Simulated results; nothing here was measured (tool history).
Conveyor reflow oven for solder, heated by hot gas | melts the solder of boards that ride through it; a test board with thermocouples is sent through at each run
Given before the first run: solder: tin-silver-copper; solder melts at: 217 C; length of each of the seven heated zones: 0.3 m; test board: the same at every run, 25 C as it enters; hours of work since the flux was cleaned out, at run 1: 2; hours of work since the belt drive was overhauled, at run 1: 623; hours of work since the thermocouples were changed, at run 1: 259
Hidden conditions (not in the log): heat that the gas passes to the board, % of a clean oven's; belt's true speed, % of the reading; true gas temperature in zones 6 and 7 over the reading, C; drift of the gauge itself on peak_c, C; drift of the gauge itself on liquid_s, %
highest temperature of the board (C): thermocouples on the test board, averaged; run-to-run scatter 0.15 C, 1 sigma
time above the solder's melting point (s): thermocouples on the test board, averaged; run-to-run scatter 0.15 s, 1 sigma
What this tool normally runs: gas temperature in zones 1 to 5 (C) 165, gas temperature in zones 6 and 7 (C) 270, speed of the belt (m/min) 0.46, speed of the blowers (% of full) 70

run,hour,gas temperature in zones 1 to 5 (C),gas temperature in zones 6 and 7 (C),speed of the belt (m/min),speed of the blowers (% of full),hours of work since the flux was cleaned out,hours of work since the belt drive was overhauled,hours of work since the thermocouples were changed,highest temperature of the board (C),time above the solder's melting point (s)
1,0,165,270,0.46,70,2,623,259,255.5,58.6
2,20.9,165,281,0.46,70,18,638,275,265,64.2
3,46.2,171,270,0.46,70,36,657,293,256.1,61.5
4,57.9,171,270,0.46,65,45,665,302,254.6,60.1
5,75.4,171,270,0.46,65,58,678,315,254.5,60.1
6,87.6,171,270,0.46,65,67,687,324,254.9,59.9
7,112.3,172,270,0.46,70,85,705,342,256.1,61.5
8,128.8,172,270,0.46,70,97,717,354,256,61.5
9,145.7,172,270,0.46,70,110,730,367,255.6,61.5
10,162.7,172,270,0.46,70,122,742,379,255.8,61.6
# hour 169.9: flux residue cleaned out of gas plates and filters
11,186.8,172,270,0.46,70,12,756,393,255.5,61.2
12,200.2,172,270,0.46,70,22,766,403,255.2,61
13,213.2,165,270,0.46,70,32,776,413,254.6,58
# hour 239.4: flux residue cleaned out of gas plates and filters, once more
14,241.3,171,276,0.461,70,1,793,430,261.4,64.4
15,266.8,171,276,0.461,70,20,812,449,261.5,64.4
16,284.4,165,268,0.46,70,33,825,462,253.4,57.9
17,309.4,168,260,0.455,76,52,843,480,248,55.9
18,322.8,165,271,0.46,80,61,853,490,258.5,61.2
# hour 346.8: thermocouples of zones 6 and 7 changed
19,347.6,165,262,0.468,80,78,870,1,249.6,54.7
20,371.8,165,268,0.529,67,96,888,18,247.4,44.6
21,394.3,158,270,0.46,62,113,904,35,251.8,53.5
22,418.6,158,262,0.46,67,130,922,53,245.9,49.3
23,438.3,165,268,0.434,56,145,937,67,251,58.5
24,458.6,165,268,0.434,56,160,951,82,250.9,58.2
25,477.3,165,268,0.434,56,174,965,96,251.2,58.4

What if the next run were any one of these 5? Each begins from the tool's condition after run 25:
A,494.7,165,280,0.434,56,187,978,109,?,?
B,494.7,165,268,0.433,56,187,978,109,?,?
C,494.7,166,268,0.434,56,187,978,109,?,?
D,494.7,152,268,0.423,89,187,978,109,?,?
E,494.7,165,283,0.46,54,187,978,109,?,?

run,highest temperature of the board (C),time above the solder's melting point (s)
A,261.3,66.1
B,250.9,58.7
C,251,58.6
D,257.4,63.4
E,261.1,61.6
What these runs would have given with no unlogged condition in the tool:
run,highest temperature of the board (C),time above the solder's melting point (s)
A,261.7,65.4
B,251.2,58.3
C,251.3,58.2
D,258,63.4
E,261.5,61

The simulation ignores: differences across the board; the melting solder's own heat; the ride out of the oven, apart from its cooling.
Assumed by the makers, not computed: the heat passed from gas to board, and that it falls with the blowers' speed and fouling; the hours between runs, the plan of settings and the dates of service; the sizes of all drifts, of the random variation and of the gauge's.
